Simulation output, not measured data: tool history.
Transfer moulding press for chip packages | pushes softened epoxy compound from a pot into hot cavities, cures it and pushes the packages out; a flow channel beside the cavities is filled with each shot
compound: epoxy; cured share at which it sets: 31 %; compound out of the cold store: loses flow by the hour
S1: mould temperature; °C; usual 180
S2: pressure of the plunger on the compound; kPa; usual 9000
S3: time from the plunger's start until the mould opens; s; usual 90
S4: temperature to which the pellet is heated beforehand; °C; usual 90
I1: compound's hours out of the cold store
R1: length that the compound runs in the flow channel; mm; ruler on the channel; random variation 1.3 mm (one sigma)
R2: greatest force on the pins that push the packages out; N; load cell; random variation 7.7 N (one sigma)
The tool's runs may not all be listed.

Run 1, hour 0.0: usual settings; I1 24.3. Result: R1 525 mm, R2 596 N.
Run 2, hour 8.4: usual settings; I1 41.4. Result: R1 473 mm, R2 631 N.
Run 3, hour 14.1: usual settings; I1 35.8. Result: R1 488 mm, R2 666 N.
At hour 17.6: cavities cleaned with cleaning compound and waxed.
Run 4, hour 22.7: usual settings but S1 185 °C; I1 12.0. Result: R1 552 mm, R2 350 N.
Run 5, hour 27.9: usual settings but S1 185 °C; I1 35.3. Result: R1 481 mm, R2 396 N.
Run 6, hour 34.8: usual settings but S3 121 s; I1 25.0. Result: R1 519 mm, R2 433 N.
Run 7, hour 40.6: usual settings but S3 121 s; I1 41.7. Result: R1 471 mm, R2 458 N.
At hour 44.3: plunger's sealing rings changed.
Run 8, hour 47.8: usual settings but S1 176 °C, S3 121 s; I1 37.3. Result: R1 509 mm, R2 493 N.
Run 9, hour 52.2: usual settings; I1 9.4. Result: R1 588 mm, R2 521 N.
Run 10, hour 59.9: usual settings but S3 71 s; I1 40.2. Result: R1 491 mm, R2 710 N.
Run 11, hour 67.0: usual settings but S3 71 s; I1 8.6. Result: R1 591 mm, R2 823 N.
Run 12, hour 74.3: usual settings but S1 183 °C, S2 9030 kPa, S3 86 s, S4 91 °C; I1 14.9. Result: R1 565 mm, R2 590 N.
Run 13, hour 78.2: usual settings but S1 174 °C, S2 6870 kPa, S3 86 s, S4 91 °C; I1 31.1. Result: R1 462 mm, R2 860 N.
Run 14, hour 83.0: usual settings but S4 97 °C; I1 18.5. Result: R1 555 mm, R2 625 N.
Run 15, hour 88.2: usual settings but S4 97 °C; I1 19.5. Result: R1 551 mm, R2 635 N.
At hour 96.2: cavities cleaned with cleaning compound and waxed.
Run 16, hour 96.7: usual settings but S4 89 °C; I1 31.7. Result: R1 514 mm, R2 332 N.
Run 17, hour 105.1: usual settings but S4 92 °C; I1 11.3. Result: R1 580 mm, R2 403 N.
Run 18, hour 111.6: usual settings but S3 84 s; I1 37.2. Result: R1 495 mm, R2 474 N.
Run 19, hour 118.7: usual settings but S3 84 s; I1 21.8. Result: R1 544 mm, R2 518 N.

4 ways to go on from here, each from the tool as it stands after run 19. What would each give?
Run A, hour 125.2: usual settings but S2 7990 kPa, S3 84 s; I1 43.2. Result: R1 ?, R2 ?.
Run B, hour 125.2: usual settings but S2 8320 kPa; I1 36.8. Result: R1 ?, R2 ?.
Run C, hour 125.2: usual settings but S1 187 °C, S2 7480 kPa, S3 84 s; I1 37.8. Result: R1 ?, R2 ?.
Run D, hour 125.2: usual settings but S2 7050 kPa, S3 84 s; I1 27.6. Result: R1 ?, R2 ?.

run   R1   R2
  A  452  528
  B  479  518
  C  440  482
  D  465  547
Without the tool's hidden state the same runs would have given:
run   R1   R2
  A  456  331
  B  483  326
  C  444  302
  D  470  343
